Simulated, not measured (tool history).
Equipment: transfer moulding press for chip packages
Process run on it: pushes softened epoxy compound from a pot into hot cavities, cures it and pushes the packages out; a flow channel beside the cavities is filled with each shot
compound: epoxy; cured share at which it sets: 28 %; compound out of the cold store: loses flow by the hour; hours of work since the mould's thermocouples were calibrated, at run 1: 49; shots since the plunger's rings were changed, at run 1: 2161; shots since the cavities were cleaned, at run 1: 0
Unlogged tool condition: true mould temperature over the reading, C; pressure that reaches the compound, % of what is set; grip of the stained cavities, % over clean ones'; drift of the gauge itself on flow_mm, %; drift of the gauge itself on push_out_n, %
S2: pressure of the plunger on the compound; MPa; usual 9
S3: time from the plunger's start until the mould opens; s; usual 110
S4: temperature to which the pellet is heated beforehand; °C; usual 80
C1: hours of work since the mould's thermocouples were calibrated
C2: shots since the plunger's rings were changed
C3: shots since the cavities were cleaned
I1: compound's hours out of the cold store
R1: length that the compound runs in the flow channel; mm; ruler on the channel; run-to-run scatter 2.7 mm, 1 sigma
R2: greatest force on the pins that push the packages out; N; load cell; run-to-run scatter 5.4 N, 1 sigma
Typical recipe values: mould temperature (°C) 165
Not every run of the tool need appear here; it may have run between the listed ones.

run 1 hour=0 | mould_temperature_(°C)=165 S2=9 S3=110 S4=80 | C1=49 C2=2161 C3=0 | I1=42.6 | R1=906 R2=185
-- hour=84.4 plunger's sealing rings changed
run 2 hour=84.4 | mould_temperature_(°C)=165 S2=9 S3=110 S4=80 | C1=90 C2=0 C3=675 | I1=40.1 | R1=923 R2=179
-- hour=100.1 cavities cleaned with cleaning compound and waxed
run 3 hour=143.9 | mould_temperature_(°C)=165 S2=9 S3=110 S4=80 | C1=118 C2=479 C3=361 | I1=12.4 | R1=1021 R2=188
run 4 hour=183 | mould_temperature_(°C)=165 S2=9 S3=110 S4=80 | C1=137 C2=802 C3=684 | I1=22.9 | R1=982 R2=191
-- hour=194.8 cavities cleaned with cleaning compound and waxed
run 5 hour=237.3 | mould_temperature_(°C)=169 S2=9 S3=110 S4=80 | C1=163 C2=1238 C3=351 | I1=17.4 | R1=991 R2=174
-- hour=293.3 cavities cleaned with cleaning compound and waxed
run 6 hour=315.8 | mould_temperature_(°C)=169 S2=9 S3=110 S4=80 | C1=201 C2=1873 C3=186 | I1=15.4 | R1=1000 R2=170
-- hour=387.4 cavities cleaned with cleaning compound and waxed
run 7 hour=396.1 | mould_temperature_(°C)=165 S2=9 S3=110 S4=75 | C1=240 C2=2523 C3=72 | I1=22.9 | R1=979 R2=194
-- hour=440.2 plunger's sealing rings changed
run 8 hour=478.8 | mould_temperature_(°C)=165 S2=10.28 S3=110 S4=80 | C1=279 C2=318 C3=734 | I1=32 | R1=1007 R2=186
-- hour=487.2 cavities cleaned with cleaning compound and waxed
run 9 hour=521.8 | mould_temperature_(°C)=165 S2=10.28 S3=110 S4=80 | C1=300 C2=661 C3=286 | I1=44.5 | R1=964 R2=194
run 10 hour=577.8 | mould_temperature_(°C)=165 S2=10.28 S3=110 S4=80 | C1=327 C2=1123 C3=748 | I1=27.6 | R1=1025 R2=189
-- hour=583.6 cavities cleaned with cleaning compound and waxed
run 11 hour=646.4 | mould_temperature_(°C)=172 S2=9 S3=110 S4=80 | C1=360 C2=1676 C3=518 | I1=8.5 | R1=1018 R2=170
-- hour=685 cavities cleaned with cleaning compound and waxed
-- hour=698.2 mould's thermocouples calibrated
run 12 hour=703 | mould_temperature_(°C)=172 S2=9 S3=110 S4=80 | C1=2 C2=2114 C3=132 | I1=12.2 | R1=1007 R2=178
run 13 hour=740.9 | mould_temperature_(°C)=172 S2=9 S3=110 S4=80 | C1=21 C2=2427 C3=445 | I1=19.1 | R1=971 R2=164
-- hour=785.6 cavities cleaned with cleaning compound and waxed
-- hour=794.6 plunger's sealing rings changed
run 14 hour=806.4 | mould_temperature_(°C)=172 S2=7.01 S3=116 S4=81 | C1=51 C2=97 C3=150 | I1=47.1 | R1=777 R2=157
run 15 hour=851 | mould_temperature_(°C)=172 S2=10.99 S3=116 S4=74 | C1=73 C2=466 C3=519 | I1=30.3 | R1=1035 R2=169
-- hour=887 cavities cleaned with cleaning compound and waxed
run 16 hour=889.7 | mould_temperature_(°C)=165 S2=10.99 S3=116 S4=71 | C1=91 C2=773 C3=23 | I1=26.4 | R1=1069 R2=177
run 17 hour=954.1 | mould_temperature_(°C)=165 S2=10.99 S3=116 S4=71 | C1=123 C2=1304 C3=554 | I1=9.6 | R1=1139 R2=186
-- hour=981.3 cavities cleaned with cleaning compound and waxed
run 18 hour=1009.7 | mould_temperature_(°C)=164 S2=9.89 S3=110 S4=82 | C1=150 C2=1750 C3=234 | I1=27.7 | R1=1012 R2=199
run 19 hour=1043.9 | mould_temperature_(°C)=164 S2=9.89 S3=110 S4=82 | C1=167 C2=2032 C3=516 | I1=26.5 | R1=1020 R2=192
-- hour=1076.6 cavities cleaned with cleaning compound and waxed
run 20 hour=1095 | mould_temperature_(°C)=165 S2=8.41 S3=127 S4=80 | C1=191 C2=2441 C3=151 | I1=18 | R1=963 R2=165
-- hour=1145.7 plunger's sealing rings changed
-- hour=1173.6 cavities cleaned with cleaning compound and waxed
run 21 hour=1179 | mould_temperature_(°C)=165 S2=8.41 S3=127 S4=80 | C1=230 C2=263 C3=45 | I1=42.9 | R1=878 R2=176
run 22 hour=1213.1 | mould_temperature_(°C)=165 S2=8.41 S3=127 S4=80 | C1=247 C2=544 C3=326 | I1=40.5 | R1=889 R2=174
-- hour=1271.2 cavities cleaned with cleaning compound and waxed
run 23 hour=1272 | mould_temperature_(°C)=167 S2=7.8 S3=110 S4=80 | C1=275 C2=1018 C3=7 | I1=9.9 | R1=954 R2=175
run 24 hour=1345 | mould_temperature_(°C)=168 S2=9 S3=95 S4=80 | C1=311 C2=1620 C3=609 | I1=41.5 | R1=904 R2=189
-- hour=1366.3 cavities cleaned with cleaning compound and waxed
run 25 hour=1431.3 | mould_temperature_(°C)=168 S2=9 S3=95 S4=80 | C1=353 C2=2320 C3=536 | I1=28.5 | R1=947 R2=192
-- hour=1462.2 cavities cleaned with cleaning compound and waxed
run 26 hour=1486.8 | mould_temperature_(°C)=164 S2=9 S3=95 S4=88 | C1=379 C2=2766 C3=203 | I1=36.1 | R1=934 R2=233

Below are 3 alternative next runs, each starting from the tool's condition after run 26. Predict each:
-- hour=1495.4 mould's thermocouples calibrated
-- hour=1497.9 plunger's sealing rings changed
run A hour=1531.4 | mould_temperature_(°C)=160 S2=8.03 S3=110 S4=71 | C1=16 C2=276 C3=533 | I1=14.3 | R1=? R2=?
-- hour=1495.4 mould's thermocouples calibrated
-- hour=1497.9 plunger's sealing rings changed
run B hour=1531.4 | mould_temperature_(°C)=164 S2=9 S3=95 S4=72 | C1=16 C2=276 C3=533 | I1=38.9 | R1=? R2=?
-- hour=1495.4 mould's thermocouples calibrated
-- hour=1497.9 plunger's sealing rings changed
run C hour=1531.4 | mould_temperature_(°C)=158 S2=7.61 S3=108 S4=88 | C1=16 C2=276 C3=533 | I1=37.5 | R1=? R2=?

run=A R1=969 R2=245
run=B R1=925 R2=244
run=C R1=873 R2=267
The same runs, with their run-to-run variation unchanged, on a tool lacking any hidden condition would have given:
run=A R1=969 R2=243
run=B R1=925 R2=242
run=C R1=873 R2=265
